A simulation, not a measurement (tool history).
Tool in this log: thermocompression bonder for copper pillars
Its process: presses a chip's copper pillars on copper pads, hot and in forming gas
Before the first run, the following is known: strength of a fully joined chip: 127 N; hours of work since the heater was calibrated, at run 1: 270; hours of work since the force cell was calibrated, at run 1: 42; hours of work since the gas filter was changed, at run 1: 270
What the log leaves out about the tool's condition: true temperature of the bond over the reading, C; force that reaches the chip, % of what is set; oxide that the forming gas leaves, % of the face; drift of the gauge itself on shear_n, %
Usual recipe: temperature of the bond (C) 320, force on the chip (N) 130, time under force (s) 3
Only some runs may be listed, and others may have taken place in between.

run   hour  temperature of the bond (C)  force on the chip (N)  time under force (s)  hours of work since the heater was calibrated  hours of work since the force cell was calibrated  hours of work since the gas filter was changed  force that shears a chip off (N)
  1      0                          320                    130                     3                                            270                                                 42                                             270                              64.4
  2    9.2                          320                    130                     3                                            274                                                 46                                             274                              63.1
  3   16.3                          320                    121                     3                                            278                                                 49                                             278                              61.7
  4   24.3                          320                    121                     3                                            281                                                 53                                             281                              59.7
  5   28.8                          320                    130                     3                                            283                                                 55                                             283                              62.6
  6   33.7                          320                    130                     3                                            286                                                 57                                             286                              63.3
  7   41.4                          320                    130                     3                                            289                                                 61                                             289                              62.4
  8   49.2                          320                    130                     3                                            293                                                 64                                             293                                62
  9   57.1                          320                    130                     3                                            296                                                 68                                             296                              63.7
 10   66.5                          320                    130                     3                                            301                                                 72                                             301                              62.5
 11   74.3                          320                    130                     3                                            304                                                 76                                             304                              63.8
 12   79.8                          320                    130                     3                                            307                                                 78                                             307                                63
 13   87.3                          320                    130                     3                                            310                                                 82                                             310                              63.1
 14   93.2                          297                    130                     3                                            313                                                 85                                             313                              49.5
 15   98.4                          297                    130                     3                                            315                                                 87                                             315                              50.1
 16  106.1                          297                    130                     3                                            319                                                 90                                             319                              51.7
 17  115.6                          297                    130                     3                                            323                                                 95                                             323                              51.5
 18  119.9                          297                    130                     3                                            325                                                 97                                             325                                49
 19  127.1                          340                    130                     4                                            329                                                100                                             329                              78.4
 20  134.2                          340                     83                     4                                            332                                                103                                             332                              63.1

Run 21, settings as shown, results not yet in. Your forecast:
     138.3  -- forming gas filter changed
 21  144.7                          310                    122                     9                                            336                                                108                                               3                                 ?

{"run 21": {"force that shears a chip off (N)": 82}}
Were there no unlogged condition in the tool, this run, its random variation unchanged, would have produced force that shears a chip off (N) 85.1.
